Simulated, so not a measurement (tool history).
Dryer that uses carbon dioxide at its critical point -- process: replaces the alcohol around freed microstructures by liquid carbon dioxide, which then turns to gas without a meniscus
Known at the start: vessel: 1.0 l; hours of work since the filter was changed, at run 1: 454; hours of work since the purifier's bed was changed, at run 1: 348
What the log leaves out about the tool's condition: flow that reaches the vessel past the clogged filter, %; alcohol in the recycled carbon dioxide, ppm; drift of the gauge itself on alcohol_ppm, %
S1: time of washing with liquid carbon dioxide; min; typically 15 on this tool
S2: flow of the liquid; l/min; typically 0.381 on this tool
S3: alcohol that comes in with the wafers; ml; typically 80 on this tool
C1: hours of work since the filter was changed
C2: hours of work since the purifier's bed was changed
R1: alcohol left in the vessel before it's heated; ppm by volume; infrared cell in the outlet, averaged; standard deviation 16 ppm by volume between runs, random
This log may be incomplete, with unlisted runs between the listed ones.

Run 1, hour 0.0: usual settings; C1 454; C2 348. Result: R1 1784 ppm by volume.
Run 2, hour 29.1: usual settings; C1 476; C2 371. Result: R1 1814 ppm by volume.
Run 3, hour 51.0: usual settings; C1 493; C2 387. Result: R1 1907 ppm by volume.
Run 4, hour 65.1: usual settings; C1 504; C2 398. Result: R1 1922 ppm by volume.
Run 5, hour 85.0: usual settings; C1 519; C2 413. Result: R1 1984 ppm by volume.
At hour 101.4: inlet filter changed.
Run 6, hour 117.0: usual settings but S1 21 min; C1 12; C2 437. Result: R1 291 ppm by volume.
Run 7, hour 144.1: usual settings but S1 21 min, S2 0.307 l/min; C1 32; C2 457. Result: R1 772 ppm by volume.
Run 8, hour 177.2: usual settings; C1 58; C2 482. Result: R1 1226 ppm by volume.
Run 9, hour 201.7: usual settings; C1 76; C2 501. Result: R1 1216 ppm by volume.
Run 10, hour 227.6: usual settings; C1 96; C2 521. Result: R1 1329 ppm by volume.
Run 11, hour 253.4: usual settings but S1 14 min, S3 97 ml; C1 116; C2 540. Result: R1 2029 ppm by volume.
Run 12, hour 271.5: usual settings but S2 0.510 l/min; C1 129; C2 554. Result: R1 390 ppm by volume.
Run 13, hour 300.6: usual settings but S1 14 min, S2 0.510 l/min, S3 35 ml; C1 152; C2 576. Result: R1 315 ppm by volume.
Run 14, hour 330.0: usual settings but S1 14 min, S2 0.510 l/min, S3 35 ml; C1 174; C2 599. Result: R1 324 ppm by volume.
Run 15, hour 351.5: usual settings but S1 14 min, S2 0.510 l/min, S3 111 ml; C1 190; C2 615. Result: R1 717 ppm by volume.
Run 16, hour 382.1: usual settings but S1 14 min, S2 0.510 l/min, S3 111 ml; C1 214; C2 638. Result: R1 758 ppm by volume.

For run 17, what comes out?
At hour 405.4: purifier's bed changed.
Run 17, hour 410.1: usual settings but S1 14 min, S2 0.510 l/min, S3 111 ml; C1 233; C2 4. Result: R1 ?.

{"run 17": {"R1": 615}}
Minus the tool's unlogged condition, the same run would have read R1 422 ppm by volume.
